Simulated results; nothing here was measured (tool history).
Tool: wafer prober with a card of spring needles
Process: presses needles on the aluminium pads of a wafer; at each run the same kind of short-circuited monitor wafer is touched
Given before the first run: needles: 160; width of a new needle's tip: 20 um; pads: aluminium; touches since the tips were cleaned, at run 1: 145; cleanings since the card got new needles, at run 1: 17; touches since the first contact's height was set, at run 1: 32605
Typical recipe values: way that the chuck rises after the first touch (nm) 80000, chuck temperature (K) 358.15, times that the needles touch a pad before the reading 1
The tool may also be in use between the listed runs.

run	hour	way that the chuck rises after the first touch (nm)	chuck temperature (K)	times that the needles touch a pad before the reading	touches since the tips were cleaned	cleanings since the card got new needles	touches since the first contact's height was set	resistance of one needle with its contact and lead (mohm)	way that a needle slides on the pad (nm)
1	0	80000	358.15	1	145	17	32605	220	16320
# hour 6.4: tips cleaned on abrasive film
# hour 14.4: tips cleaned on abrasive film
# hour 22.4: tips cleaned on abrasive film
# hour 30.3: tips cleaned on abrasive film
2	34.6	80000	358.15	1	1062	21	41099	219	16320
# hour 37.9: tips cleaned on abrasive film
# hour 45.9: tips cleaned on abrasive film
# hour 53.8: tips cleaned on abrasive film
# hour 61.8: tips cleaned on abrasive film
# hour 69.8: tips cleaned on abrasive film
# hour 77.8: tips cleaned on abrasive film
3	80	69000	358.15	1	565	27	52224	224	13940
# hour 84.9: tips cleaned on abrasive film
# hour 92.8: tips cleaned on abrasive film
# hour 100.8: tips cleaned on abrasive film
# hour 108.8: tips cleaned on abrasive film
# hour 116.8: tips cleaned on abrasive film
4	121.5	69000	358.15	1	1165	32	62383	223	13980
# hour 124.7: tips cleaned on abrasive film
# hour 132.7: tips cleaned on abrasive film
# hour 140.7: tips cleaned on abrasive film
# hour 148.7: tips cleaned on abrasive film
# hour 156.6: tips cleaned on abrasive film
# hour 163.1: tips cleaned on abrasive film
# hour 171: tips cleaned on abrasive film
# hour 178.6: tips cleaned on abrasive film
5	178.6	69000	358.15	1	0	40	76353	222	13840
# hour 186.5: tips cleaned on abrasive film
# hour 194.5: tips cleaned on abrasive film
# hour 202.5: tips cleaned on abrasive film
# hour 208.9: tips cleaned on abrasive film
# hour 216.9: tips cleaned on abrasive film
# hour 224.9: tips cleaned on abrasive film
# hour 231.3: tips cleaned on abrasive film
# hour 239.2: tips cleaned on abrasive film
# hour 245.6: tips cleaned on abrasive film
# hour 253.6: tips cleaned on abrasive film
6	255.9	69000	358.15	1	561	50	95294	224	14070
# hour 260.7: tips cleaned on abrasive film
# hour 267.1: tips cleaned on abrasive film
# hour 275.1: tips cleaned on abrasive film
# hour 281.5: tips cleaned on abrasive film
# hour 289.5: tips cleaned on abrasive film
7	292.9	69000	358.15	1	848	55	104356	224	14000
# hour 296.2: tips cleaned on abrasive film
# hour 302.6: tips cleaned on abrasive film
# hour 310.5: tips cleaned on abrasive film
# hour 318.5: tips cleaned on abrasive film
# hour 324.9: tips cleaned on abrasive film
# hour 331.5: height of the first contact set anew
# hour 333.2: tips cleaned on abrasive film
# hour 341.2: tips cleaned on abrasive film
# hour 347.6: tips cleaned on abrasive film
# hour 355.6: tips cleaned on abrasive film
8	361	80000	315.15	1	1341	64	7208	211	16230
# hour 362.6: tips cleaned on abrasive film
# hour 370.6: tips cleaned on abrasive film
# hour 378.6: tips cleaned on abrasive film
# hour 386.6: tips cleaned on abrasive film
# hour 393: tips cleaned on abrasive film
# hour 401: tips cleaned on abrasive film
# hour 407.4: tips cleaned on abrasive film
# hour 413.8: tips cleaned on abrasive film
# hour 421.7: tips cleaned on abrasive film
# hour 429.7: tips cleaned on abrasive film
9	430.5	80000	358.15	1	192	74	24216	222	16300
# hour 436.9: tips cleaned on abrasive film
# hour 444.9: tips cleaned on abrasive film
# hour 452.8: tips cleaned on abrasive film
# hour 460.8: tips cleaned on abrasive film
# hour 467.2: tips cleaned on abrasive film
# hour 475.2: tips cleaned on abrasive film
# hour 481.6: tips cleaned on abrasive film
# hour 489.6: tips cleaned on abrasive film
10	491.1	80000	358.15	1	373	82	39059	221	16020
# hour 497.5: tips cleaned on abrasive film
# hour 505.5: tips cleaned on abrasive film
# hour 513.5: tips cleaned on abrasive film
# hour 519.9: tips cleaned on abrasive film
# hour 527.8: tips cleaned on abrasive film
# hour 534.2: tips cleaned on abrasive film
# hour 540.6: tips cleaned on abrasive film
# hour 548.6: tips cleaned on abrasive film
# hour 555: tips cleaned on abrasive film
11	561	80000	358.15	1	1490	91	56192	220	16370
# hour 562.7: tips cleaned on abrasive film
# hour 570.7: tips cleaned on abrasive film
# hour 578.7: tips cleaned on abrasive film
# hour 586.6: tips cleaned on abrasive film
# hour 594.6: tips cleaned on abrasive film
# hour 602.6: tips cleaned on abrasive film
12	605.1	76000	315.15	2	626	97	66986	210	15430
# hour 609.9: tips cleaned on abrasive film
# hour 616.4: tips cleaned on abrasive film
# hour 624.3: tips cleaned on abrasive film
# hour 632.3: tips cleaned on abrasive film
# hour 638.7: tips cleaned on abrasive film
# hour 646.7: tips cleaned on abrasive film
# hour 654.7: tips cleaned on abrasive film
# hour 661.1: tips cleaned on abrasive film
13	665.6	80000	358.15	1	1127	105	81803	221	16320
# hour 668.9: tips cleaned on abrasive film
# hour 676.9: tips cleaned on abrasive film
# hour 684.8: tips cleaned on abrasive film
# hour 692.8: tips cleaned on abrasive film
# hour 700.8: tips cleaned on abrasive film
# hour 708.8: tips cleaned on abrasive film
# hour 715.2: tips cleaned on abrasive film
# hour 723.1: tips cleaned on abrasive film
# hour 731.1: tips cleaned on abrasive film
14	734.4	80000	358.15	1	805	114	98642	221	16400
# hour 737.6: tips cleaned on abrasive film
# hour 744: tips cleaned on abrasive film
# hour 752: tips cleaned on abrasive film
# hour 758.4: tips cleaned on abrasive film
# hour 764.8: tips cleaned on abrasive film
# hour 772.8: tips cleaned on abrasive film
# hour 780.7: tips cleaned on abrasive film
# hour 787.1: tips cleaned on abrasive film
# hour 795.1: tips cleaned on abrasive film
# hour 797: height of the first contact set anew
# hour 803.4: tips cleaned on abrasive film
# hour 809.8: tips cleaned on abrasive film
15	811	77000	306.15	1	304	125	3433	208	15640
# hour 817.4: tips cleaned on abrasive film
# hour 825.4: tips cleaned on abrasive film
# hour 831.8: tips cleaned on abrasive film
# hour 839.8: tips cleaned on abrasive film
# hour 846.2: tips cleaned on abrasive film
# hour 854.2: tips cleaned on abrasive film
# hour 862.2: tips cleaned on abrasive film
# hour 870.1: tips cleaned on abrasive film
# hour 878.1: tips cleaned on abrasive film
# hour 886.1: tips cleaned on abrasive film
16	888.1	97000	339.15	1	510	135	22323	211	19680
# hour 893: tips cleaned on abrasive film
# hour 900.9: tips cleaned on abrasive film
# hour 908.9: tips cleaned on abrasive film
# hour 916.9: tips cleaned on abrasive film
# hour 924.9: tips cleaned on abrasive film
# hour 932.9: tips cleaned on abrasive film
# hour 939.3: tips cleaned on abrasive film
# hour 947.2: tips cleaned on abrasive film
17	952.3	97000	302.15	2	1267	143	38059	204	19730
# hour 954: tips cleaned on abrasive film
# hour 960.4: tips cleaned on abrasive film
# hour 968.4: tips cleaned on abrasive film
# hour 974.8: tips cleaned on abrasive film
# hour 982.8: tips cleaned on abrasive film
# hour 989.2: tips cleaned on abrasive film
18	990.7	75000	311.15	1	384	149	47439	210	14930
# hour 997.1: tips cleaned on abrasive film
# hour 1005.1: tips cleaned on abrasive film
# hour 1013.1: tips cleaned on abrasive film
# hour 1021.1: tips cleaned on abrasive film
# hour 1029.1: tips cleaned on abrasive film
# hour 1037: tips cleaned on abrasive film
# hour 1045: tips cleaned on abrasive film
19	1047	92000	314.15	1	494	156	61230	203	19140
# hour 1051.8: tips cleaned on abrasive film
# hour 1058.2: tips cleaned on abrasive film
# hour 1066.2: tips cleaned on abrasive film
# hour 1072.6: tips cleaned on abrasive film
# hour 1080.6: tips cleaned on abrasive film
# hour 1088.6: tips cleaned on abrasive film
# hour 1096.6: tips cleaned on abrasive film
# hour 1104.5: tips cleaned on abrasive film
# hour 1112.5: tips cleaned on abrasive film
# hour 1120.5: tips cleaned on abrasive film
20	1122.1	85000	317.15	2	411	166	79632	209	17390

Entry by entry between the runs, the difference in hidden state between the last listed run before and the first listed run after:
After run 1, before run 2: tips cleaned on abrasive film (hour 6.4); tips cleaned on abrasive film (hour 14.4); tips cleaned on abrasive film (hour 22.4); tips cleaned on abrasive film (hour 30.3)
  debris on the tips, nm: 0.1 -> 0.3
After run 2, before run 3: tips cleaned on abrasive film (hour 37.9); tips cleaned on abrasive film (hour 45.9); tips cleaned on abrasive film (hour 53.8); tips cleaned on abrasive film (hour 61.8); tips cleaned on abrasive film (hour 69.8); tips cleaned on abrasive film (hour 77.8)
  debris on the tips, nm: 0.3 -> 0.2; way that the needles fall short of the set height, um: 0.02 -> 0.03
After run 3, before run 4: tips cleaned on abrasive film (hour 84.9); tips cleaned on abrasive film (hour 92.8); tips cleaned on abrasive film (hour 100.8); tips cleaned on abrasive film (hour 108.8); tips cleaned on abrasive film (hour 116.8)
  debris on the tips, nm: 0.2 -> 0.4; way that the needles fall short of the set height, um: 0.03 -> 0.04
After run 4, before run 5: tips cleaned on abrasive film (hour 124.7); tips cleaned on abrasive film (hour 132.7); tips cleaned on abrasive film (hour 140.7); tips cleaned on abrasive film (hour 148.7); tips cleaned on abrasive film (hour 156.6); tips cleaned on abrasive film (hour 163.1); tips cleaned on abrasive film (hour 171); tips cleaned on abrasive film (hour 178.6)
  debris on the tips, nm: 0.4 -> 0; way that the needles fall short of the set height, um: 0.04 -> 0.05; tips' diameter, um: 20.01 -> 20.02
After run 5, before run 6: tips cleaned on abrasive film (hour 186.5); tips cleaned on abrasive film (hour 194.5); tips cleaned on abrasive film (hour 202.5); tips cleaned on abrasive film (hour 208.9); tips cleaned on abrasive film (hour 216.9); tips cleaned on abrasive film (hour 224.9); tips cleaned on abrasive film (hour 231.3); tips cleaned on abrasive film (hour 239.2); tips cleaned on abrasive film (hour 245.6); tips cleaned on abrasive film (hour 253.6)
  debris on the tips, nm: 0 -> 0.2; way that the needles fall short of the set height, um: 0.05 -> 0.06
After run 6, before run 7: tips cleaned on abrasive film (hour 260.7); tips cleaned on abrasive film (hour 267.1); tips cleaned on abrasive film (hour 275.1); tips cleaned on abrasive film (hour 281.5); tips cleaned on abrasive film (hour 289.5)
  debris on the tips, nm: 0.2 -> 0.3
After run 7, before run 8: tips cleaned on abrasive film (hour 296.2); tips cleaned on abrasive film (hour 302.6); tips cleaned on abrasive film (hour 310.5); tips cleaned on abrasive film (hour 318.5); tips cleaned on abrasive film (hour 324.9); height of the first contact set anew (hour 331.5); tips cleaned on abrasive film (hour 333.2); tips cleaned on abrasive film (hour 341.2); tips cleaned on abrasive film (hour 347.6); tips cleaned on abrasive film (hour 355.6)
  debris on the tips, nm: 0.3 -> 0.4; way that the needles fall short of the set height, um: 0.06 -> 0.01; tips' diameter, um: 20.02 -> 20.03
After run 8, before run 9: tips cleaned on abrasive film (hour 362.6); tips cleaned on abrasive film (hour 370.6); tips cleaned on abrasive film (hour 378.6); tips cleaned on abrasive film (hour 386.6); tips cleaned on abrasive film (hour 393); tips cleaned on abrasive film (hour 401); tips cleaned on abrasive film (hour 407.4); tips cleaned on abrasive film (hour 413.8); tips cleaned on abrasive film (hour 421.7); tips cleaned on abrasive film (hour 429.7)
  debris on the tips, nm: 0.4 -> 0.1; way that the needles fall short of the set height, um: 0.01 -> 0.02
After run 9, before run 10: tips cleaned on abrasive film (hour 436.9); tips cleaned on abrasive film (hour 444.9); tips cleaned on abrasive film (hour 452.8); tips cleaned on abrasive film (hour 460.8); tips cleaned on abrasive film (hour 467.2); tips cleaned on abrasive film (hour 475.2); tips cleaned on abrasive film (hour 481.6); tips cleaned on abrasive film (hour 489.6)
  nothing in the hidden state changes from one run to the other
After run 10, before run 11: tips cleaned on abrasive film (hour 497.5); tips cleaned on abrasive film (hour 505.5); tips cleaned on abrasive film (hour 513.5); tips cleaned on abrasive film (hour 519.9); tips cleaned on abrasive film (hour 527.8); tips cleaned on abrasive film (hour 534.2); tips cleaned on abrasive film (hour 540.6); tips cleaned on abrasive film (hour 548.6); tips cleaned on abrasive film (hour 555)
  debris on the tips, nm: 0.1 -> 0.4; way that the needles fall short of the set height, um: 0.02 -> 0.03; tips' diameter, um: 20.03 -> 20.04
After run 11, before run 12: tips cleaned on abrasive film (hour 562.7); tips cleaned on abrasive film (hour 570.7); tips cleaned on abrasive film (hour 578.7); tips cleaned on abrasive film (hour 586.6); tips cleaned on abrasive film (hour 594.6); tips cleaned on abrasive film (hour 602.6)
  debris on the tips, nm: 0.4 -> 0.2; way that the needles fall short of the set height, um: 0.03 -> 0.04
After run 12, before run 13: tips cleaned on abrasive film (hour 609.9); tips cleaned on abrasive film (hour 616.4); tips cleaned on abrasive film (hour 624.3); tips cleaned on abrasive film (hour 632.3); tips cleaned on abrasive film (hour 638.7); tips cleaned on abrasive film (hour 646.7); tips cleaned on abrasive film (hour 654.7); tips cleaned on abrasive film (hour 661.1)
  debris on the tips, nm: 0.2 -> 0.4; way that the needles fall short of the set height, um: 0.04 -> 0.05
After run 13, before run 14: tips cleaned on abrasive film (hour 668.9); tips cleaned on abrasive film (hour 676.9); tips cleaned on abrasive film (hour 684.8); tips cleaned on abrasive film (hour 692.8); tips cleaned on abrasive film (hour 700.8); tips cleaned on abrasive film (hour 708.8); tips cleaned on abrasive film (hour 715.2); tips cleaned on abrasive film (hour 723.1); tips cleaned on abrasive film (hour 731.1)
  debris on the tips, nm: 0.4 -> 0.2; way that the needles fall short of the set height, um: 0.05 -> 0.06
After run 14, before run 15: tips cleaned on abrasive film (hour 737.6); tips cleaned on abrasive film (hour 744); tips cleaned on abrasive film (hour 752); tips cleaned on abrasive film (hour 758.4); tips cleaned on abrasive film (hour 764.8); tips cleaned on abrasive film (hour 772.8); tips cleaned on abrasive film (hour 780.7); tips cleaned on abrasive film (hour 787.1); tips cleaned on abrasive film (hour 795.1); height of the first contact set anew (hour 797); tips cleaned on abrasive film (hour 803.4); tips cleaned on abrasive film (hour 809.8)
  debris on the tips, nm: 0.2 -> 0.1; way that the needles fall short of the set height, um: 0.06 -> 0; tips' diameter, um: 20.04 -> 20.05
After run 15, before run 16: tips cleaned on abrasive film (hour 817.4); tips cleaned on abrasive film (hour 825.4); tips cleaned on abrasive film (hour 831.8); tips cleaned on abrasive film (hour 839.8); tips cleaned on abrasive film (hour 846.2); tips cleaned on abrasive film (hour 854.2); tips cleaned on abrasive film (hour 862.2); tips cleaned on abrasive film (hour 870.1); tips cleaned on abrasive film (hour 878.1); tips cleaned on abrasive film (hour 886.1)
  debris on the tips, nm: 0.1 -> 0.2; way that the needles fall short of the set height, um: 0 -> 0.01
After run 16, before run 17: tips cleaned on abrasive film (hour 893); tips cleaned on abrasive film (hour 900.9); tips cleaned on abrasive film (hour 908.9); tips cleaned on abrasive film (hour 916.9); tips cleaned on abrasive film (hour 924.9); tips cleaned on abrasive film (hour 932.9); tips cleaned on abrasive film (hour 939.3); tips cleaned on abrasive film (hour 947.2)
  debris on the tips, nm: 0.2 -> 0.4; way that the needles fall short of the set height, um: 0.01 -> 0.02; tips' diameter, um: 20.05 -> 20.06
After run 17, before run 18: tips cleaned on abrasive film (hour 954); tips cleaned on abrasive film (hour 960.4); tips cleaned on abrasive film (hour 968.4); tips cleaned on abrasive film (hour 974.8); tips cleaned on abrasive film (hour 982.8); tips cleaned on abrasive film (hour 989.2)
  debris on the tips, nm: 0.4 -> 0.2; way that the needles fall short of the set height, um: 0.02 -> 0.03
After run 18, before run 19: tips cleaned on abrasive film (hour 997.1); tips cleaned on abrasive film (hour 1005.1); tips cleaned on abrasive film (hour 1013.1); tips cleaned on abrasive film (hour 1021.1); tips cleaned on abrasive film (hour 1029.1); tips cleaned on abrasive film (hour 1037); tips cleaned on abrasive film (hour 1045)
  way that the needles fall short of the set height, um: 0.03 -> 0.04
After run 19, before run 20: tips cleaned on abrasive film (hour 1051.8); tips cleaned on abrasive film (hour 1058.2); tips cleaned on abrasive film (hour 1066.2); tips cleaned on abrasive film (hour 1072.6); tips cleaned on abrasive film (hour 1080.6); tips cleaned on abrasive film (hour 1088.6); tips cleaned on abrasive film (hour 1096.6); tips cleaned on abrasive film (hour 1104.5); tips cleaned on abrasive film (hour 1112.5); tips cleaned on abrasive film (hour 1120.5)
  way that the needles fall short of the set height, um: 0.04 -> 0.05
